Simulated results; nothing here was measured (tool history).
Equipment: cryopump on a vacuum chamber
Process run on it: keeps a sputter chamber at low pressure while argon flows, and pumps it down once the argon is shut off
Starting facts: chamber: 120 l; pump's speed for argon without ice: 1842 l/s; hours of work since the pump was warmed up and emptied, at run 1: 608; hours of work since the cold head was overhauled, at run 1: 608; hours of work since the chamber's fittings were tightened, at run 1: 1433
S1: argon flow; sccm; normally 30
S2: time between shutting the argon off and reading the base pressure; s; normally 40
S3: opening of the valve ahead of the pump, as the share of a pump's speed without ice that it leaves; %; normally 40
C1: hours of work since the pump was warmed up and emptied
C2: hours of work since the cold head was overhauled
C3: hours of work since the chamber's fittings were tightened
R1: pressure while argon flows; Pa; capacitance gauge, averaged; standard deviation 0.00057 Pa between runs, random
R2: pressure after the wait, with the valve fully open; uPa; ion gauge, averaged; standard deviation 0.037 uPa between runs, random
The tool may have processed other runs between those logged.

run	hour	S1	S2	S3	C1	C2	C3	R1	R2
1	0	30	40	40	608	608	1433	0.0763	4.4
2	89.2	30	40	40	678	678	1502	0.0785	4.47
# hour 158.7: leaking fittings of the chamber tightened, without venting
# hour 168: pump warmed up, emptied and cooled again
3	168	30	40	60	0	733	3	0.0467	2.1
4	272.3	30	40	40	81	814	84	0.0697	2.17
5	340.3	30	40	40	134	867	137	0.0701	2.32
6	442.5	30	40	40	213	946	216	0.0712	2.42
7	488.9	30	40	40	249	982	252	0.0709	2.47
8	564.9	30	40	40	308	1041	311	0.0728	2.62
9	622.3	30	40	40	352	1086	356	0.0737	2.64
10	675.4	30	40	40	394	1127	397	0.0727	2.76
11	777.3	30	40	40	473	1206	476	0.0746	2.92
12	849.1	30	40	40	528	1262	532	0.0755	3.02
13	918.2	30	40	40	582	1316	585	0.0756	3.09
14	1023.4	30	40	32	664	1397	667	0.0939	3.34
15	1070.4	30	40	24	700	1434	704	0.124	3.4
# hour 1117.4: pump warmed up, emptied and cooled again
16	1135.3	30	40	24	14	1480	750	0.115	3.08
17	1201.1	30	40	24	65	1531	801	0.1146	3.16
18	1277.9	30	84	17	124	1591	861	0.1616	2.2
19	1327.7	13	68	46	163	1629	899	0.0278	2.63
20	1427.1	32	40	32	240	1707	976	0.0955	3.6
21	1535	56	74	30	324	1790	1060	0.1771	2.79
22	1607.5	54	52	58	380	1846	1116	0.0942	3.44
23	1674.9	54	52	58	433	1899	1169	0.0945	3.51
24	1777.4	30	85	22	512	1978	1248	0.1325	3.05
25	1867.1	30	85	22	582	2048	1318	0.1332	3.32
26	1934.1	30	85	22	634	2100	1370	0.1342	3.55
27	1981.1	30	85	22	670	2136	1406	0.1337	3.58
# hour 2069.4: pump warmed up, emptied and cooled again
28	2077.7	30	85	22	6	2207	1477	0.1249	3.04
29	2134.9	30	85	22	51	2252	1522	0.1256	3.16
# hour 2181.9: leaking fittings of the chamber tightened, without venting
30	2181.9	30	85	22	86	2287	0	0.1261	1.06
31	2230.2	16	40	56	123	2324	37	0.0269	2.17
32	2316	48	102	40	190	2391	104	0.1137	1.1

Run 33 is up next; what results do you expect?
33	2422	48	102	40	272	2473	186	?	?

Run 33 gave R1 0.1161 Pa, R2 1.2 uPa.
Minus the tool's unlogged condition, the same run would have read R1 0.1104 Pa, R2 0.91 uPa.
